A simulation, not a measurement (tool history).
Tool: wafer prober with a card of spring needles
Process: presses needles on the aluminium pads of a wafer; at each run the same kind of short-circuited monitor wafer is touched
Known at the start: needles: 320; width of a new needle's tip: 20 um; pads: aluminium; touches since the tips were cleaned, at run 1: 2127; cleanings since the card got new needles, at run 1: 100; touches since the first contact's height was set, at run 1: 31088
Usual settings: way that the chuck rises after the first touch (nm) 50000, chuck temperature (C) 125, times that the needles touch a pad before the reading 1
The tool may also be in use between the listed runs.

run	day	way that the chuck rises after the first touch (nm)	chuck temperature (C)	times that the needles touch a pad before the reading	touches since the tips were cleaned	cleanings since the card got new needles	touches since the first contact's height was set	resistance of one needle with its contact and lead (mohm)	way that a needle slides on the pad (nm)
1	0	50000	125	1	2127	100	31088	244	12140
# day 0.046: tips cleaned on abrasive film
# day 0.208: tips cleaned on abrasive film
# day 0.408: tips cleaned on abrasive film
# day 0.571: tips cleaned on abrasive film
# day 0.733: tips cleaned on abrasive film
# day 0.896: tips cleaned on abrasive film
# day 1.1: tips cleaned on abrasive film
# day 1.304: tips cleaned on abrasive film
# day 1.504: tips cleaned on abrasive film
# day 1.708: tips cleaned on abrasive film
2	1.746	50000	125	2	545	110	55960	226	11920
# day 1.908: tips cleaned on abrasive film
# day 2.071: tips cleaned on abrasive film
# day 2.233: tips cleaned on abrasive film
# day 2.396: tips cleaned on abrasive film
# day 2.558: tips cleaned on abrasive film
# day 2.762: tips cleaned on abrasive film
# day 2.929: tips cleaned on abrasive film
3	2.929	50000	125	2	0	117	72825	221	12200
# day 3.129: tips cleaned on abrasive film
# day 3.333: tips cleaned on abrasive film
# day 3.496: tips cleaned on abrasive film
# day 3.7: tips cleaned on abrasive film
# day 3.862: tips cleaned on abrasive film
# day 4.025: tips cleaned on abrasive film
4	4.138	50000	125	1	1659	123	90123	240	12060
# day 4.221: tips cleaned on abrasive film
# day 4.383: tips cleaned on abrasive film
# day 4.588: tips cleaned on abrasive film
# day 4.75: tips cleaned on abrasive film
# day 4.95: tips cleaned on abrasive film
# day 5.112: tips cleaned on abrasive film
# day 5.279: tips cleaned on abrasive film
# day 5.479: tips cleaned on abrasive film
5	5.558	51000	125	1	1129	131	110367	236	12050
# day 5.679: tips cleaned on abrasive film
# day 5.883: tips cleaned on abrasive film
# day 6.046: tips cleaned on abrasive film
# day 6.246: tips cleaned on abrasive film
# day 6.412: tips cleaned on abrasive film
# day 6.612: tips cleaned on abrasive film
# day 6.817: tips cleaned on abrasive film
# day 6.979: tips cleaned on abrasive film
# day 7.179: tips cleaned on abrasive film
# day 7.383: tips cleaned on abrasive film
6	7.517	50000	125	1	1945	141	138376	247	11550
# day 7.558: tips cleaned on abrasive film
# day 7.721: tips cleaned on abrasive film
# day 7.888: tips cleaned on abrasive film
# day 8.05: tips cleaned on abrasive film
# day 8.212: tips cleaned on abrasive film
# day 8.375: tips cleaned on abrasive film
# day 8.575: tips cleaned on abrasive film
# day 8.779: tips cleaned on abrasive film
# day 8.979: tips cleaned on abrasive film
# day 9.183: tips cleaned on abrasive film
# day 9.346: tips cleaned on abrasive film
7	9.358	50000	125	1	198	152	164638	227	11370
# day 9.521: tips cleaned on abrasive film
# day 9.688: tips cleaned on abrasive film
# day 9.85: tips cleaned on abrasive film
# day 10.012: tips cleaned on abrasive film
# day 10.212: tips cleaned on abrasive film
# day 10.375: tips cleaned on abrasive film
# day 10.538: tips cleaned on abrasive film
# day 10.7: tips cleaned on abrasive film
8	10.821	50000	125	1	1734	160	185487	248	11040
# day 10.904: tips cleaned on abrasive film
# day 11.108: tips cleaned on abrasive film
# day 11.308: tips cleaned on abrasive film
# day 11.512: tips cleaned on abrasive film
# day 11.675: tips cleaned on abrasive film
# day 11.838: tips cleaned on abrasive film
# day 12: tips cleaned on abrasive film
# day 12.162: tips cleaned on abrasive film
# day 12.346: tips cleaned on abrasive film
9	12.346	50000	125	1	0	169	207192	229	10760
# day 12.546: tips cleaned on abrasive film
# day 12.708: tips cleaned on abrasive film
# day 12.871: tips cleaned on abrasive film
# day 13.075: tips cleaned on abrasive film
# day 13.238: tips cleaned on abrasive film
# day 13.442: tips cleaned on abrasive film
# day 13.604: tips cleaned on abrasive film
# day 13.767: tips cleaned on abrasive film
# day 13.896: height of the first contact set anew
# day 13.942: tips cleaned on abrasive film
# day 14.104: tips cleaned on abrasive film
# day 14.304: tips cleaned on abrasive film
# day 14.471: tips cleaned on abrasive film
10	14.554	50000	125	1	1261	181	9370	251	9880
# day 14.638: tips cleaned on abrasive film
# day 14.842: tips cleaned on abrasive film
# day 15.042: tips cleaned on abrasive film
# day 15.204: tips cleaned on abrasive film
# day 15.408: tips cleaned on abrasive film
# day 15.612: tips cleaned on abrasive film
# day 15.812: tips cleaned on abrasive film
11	15.833	50000	125	1	317	188	27642	242	9620
# day 16: tips cleaned on abrasive film
# day 16.162: tips cleaned on abrasive film
# day 16.325: tips cleaned on abrasive film
# day 16.488: tips cleaned on abrasive film
# day 16.65: tips cleaned on abrasive film
# day 16.85: tips cleaned on abrasive film
# day 17.012: tips cleaned on abrasive film
# day 17.179: tips cleaned on abrasive film
12	17.212	50000	125	1	490	196	47247	243	9550
# day 17.375: tips cleaned on abrasive film
# day 17.575: tips cleaned on abrasive film
# day 17.738: tips cleaned on abrasive film
# day 17.9: tips cleaned on abrasive film
# day 18.104: tips cleaned on abrasive film
# day 18.267: tips cleaned on abrasive film
# day 18.471: tips cleaned on abrasive film
# day 18.633: tips cleaned on abrasive film
# day 18.683: height of the first contact set anew, once more
# day 18.808: tips cleaned on abrasive film
# day 19.008: tips cleaned on abrasive film
# day 19.171: tips cleaned on abrasive film
13	19.292	31000	125	2	1758	207	8710	264	7610
# day 19.338: tips cleaned on abrasive film
# day 19.542: tips cleaned on abrasive film
# day 19.704: tips cleaned on abrasive film
# day 19.867: tips cleaned on abrasive film
# day 20.029: tips cleaned on abrasive film
# day 20.192: tips cleaned on abrasive film
# day 20.354: tips cleaned on abrasive film
# day 20.517: tips cleaned on abrasive film
14	20.588	31000	125	2	1031	215	27126	260	7510
# day 20.708: tips cleaned on abrasive film
# day 20.912: tips cleaned on abrasive film
# day 21.117: tips cleaned on abrasive film
# day 21.279: tips cleaned on abrasive film
# day 21.442: tips cleaned on abrasive film
# day 21.642: tips cleaned on abrasive film
15	21.704	66000	32	1	918	221	43103	205	16030
# day 21.829: tips cleaned on abrasive film
# day 21.992: tips cleaned on abrasive film
# day 22.154: tips cleaned on abrasive film
# day 22.358: tips cleaned on abrasive film
# day 22.521: tips cleaned on abrasive film
# day 22.683: tips cleaned on abrasive film
16	22.838	50000	125	3	2241	227	59245	229	11890
# day 22.879: tips cleaned on abrasive film
# day 23.042: tips cleaned on abrasive film
# day 23.204: tips cleaned on abrasive film
# day 23.408: tips cleaned on abrasive film
# day 23.612: tips cleaned on abrasive film
# day 23.775: tips cleaned on abrasive film
# day 23.938: tips cleaned on abrasive film
# day 24.138: tips cleaned on abrasive film
# day 24.3: tips cleaned on abrasive film
# day 24.462: tips cleaned on abrasive film
# day 24.625: tips cleaned on abrasive film
17	24.708	50000	125	3	1177	238	85908	229	11580
# day 24.792: tips cleaned on abrasive film
# day 24.954: tips cleaned on abrasive film
# day 25.117: tips cleaned on abrasive film
# day 25.279: tips cleaned on abrasive film
# day 25.442: tips cleaned on abrasive film
# day 25.604: tips cleaned on abrasive film
# day 25.767: tips cleaned on abrasive film
# day 25.929: tips cleaned on abrasive film
# day 26.133: tips cleaned on abrasive film
18	26.138	34000	125	1	89	247	106252	245	7570
# day 26.3: tips cleaned on abrasive film
# day 26.462: tips cleaned on abrasive film
# day 26.625: tips cleaned on abrasive film
# day 26.829: tips cleaned on abrasive film
# day 26.992: tips cleaned on abrasive film
# day 27.154: tips cleaned on abrasive film
# day 27.317: tips cleaned on abrasive film
# day 27.479: tips cleaned on abrasive film
# day 27.642: tips cleaned on abrasive film
# day 27.804: tips cleaned on abrasive film
# day 28.008: tips cleaned on abrasive film
19	28.042	63000	80	2	488	258	133382	210	14530
# day 28.204: tips cleaned on abrasive film
# day 28.367: tips cleaned on abrasive film
# day 28.571: tips cleaned on abrasive film
# day 28.771: tips cleaned on abrasive film
# day 28.975: tips cleaned on abrasive film
# day 29.138: tips cleaned on abrasive film
# day 29.338: tips cleaned on abrasive film
20	29.467	44000	80	2	1892	265	153809	243	9660

3 ways to go on from here, each from the tool as it stands after run 20. What would each give?
# day 29.512: tips cleaned on abrasive film
# day 29.675: tips cleaned on abrasive film
# day 29.879: tips cleaned on abrasive film
# day 30.042: tips cleaned on abrasive film
# day 30.242: tips cleaned on abrasive film
# day 30.446: tips cleaned on abrasive film
# day 30.646: tips cleaned on abrasive film
# day 30.85: tips cleaned on abrasive film
# day 31.012: tips cleaned on abrasive film
# day 31.175: tips cleaned on abrasive film
A	31.238	44000	75	2	883	275	179018	?	?
# day 29.512: tips cleaned on abrasive film
# day 29.675: tips cleaned on abrasive film
# day 29.879: tips cleaned on abrasive film
# day 30.042: tips cleaned on abrasive film
# day 30.242: tips cleaned on abrasive film
# day 30.446: tips cleaned on abrasive film
# day 30.646: tips cleaned on abrasive film
# day 30.85: tips cleaned on abrasive film
# day 31.012: tips cleaned on abrasive film
# day 31.175: tips cleaned on abrasive film
B	31.238	50000	113	1	883	275	179018	?	?
# day 29.512: tips cleaned on abrasive film
# day 29.675: tips cleaned on abrasive film
# day 29.879: tips cleaned on abrasive film
# day 30.042: tips cleaned on abrasive film
# day 30.242: tips cleaned on abrasive film
# day 30.446: tips cleaned on abrasive film
# day 30.646: tips cleaned on abrasive film
# day 30.85: tips cleaned on abrasive film
# day 31.012: tips cleaned on abrasive film
# day 31.175: tips cleaned on abrasive film
C	31.238	34000	91	3	883	275	179018	?	?

run	resistance of one needle with its contact and lead (mohm)	way that a needle slides on the pad (nm)
A	232	9570
B	242	11110
C	250	7170
Without the tool's hidden state the same runs would have given:
run	resistance of one needle with its contact and lead (mohm)	way that a needle slides on the pad (nm)
A	208	10910
B	216	12430
C	220	8520

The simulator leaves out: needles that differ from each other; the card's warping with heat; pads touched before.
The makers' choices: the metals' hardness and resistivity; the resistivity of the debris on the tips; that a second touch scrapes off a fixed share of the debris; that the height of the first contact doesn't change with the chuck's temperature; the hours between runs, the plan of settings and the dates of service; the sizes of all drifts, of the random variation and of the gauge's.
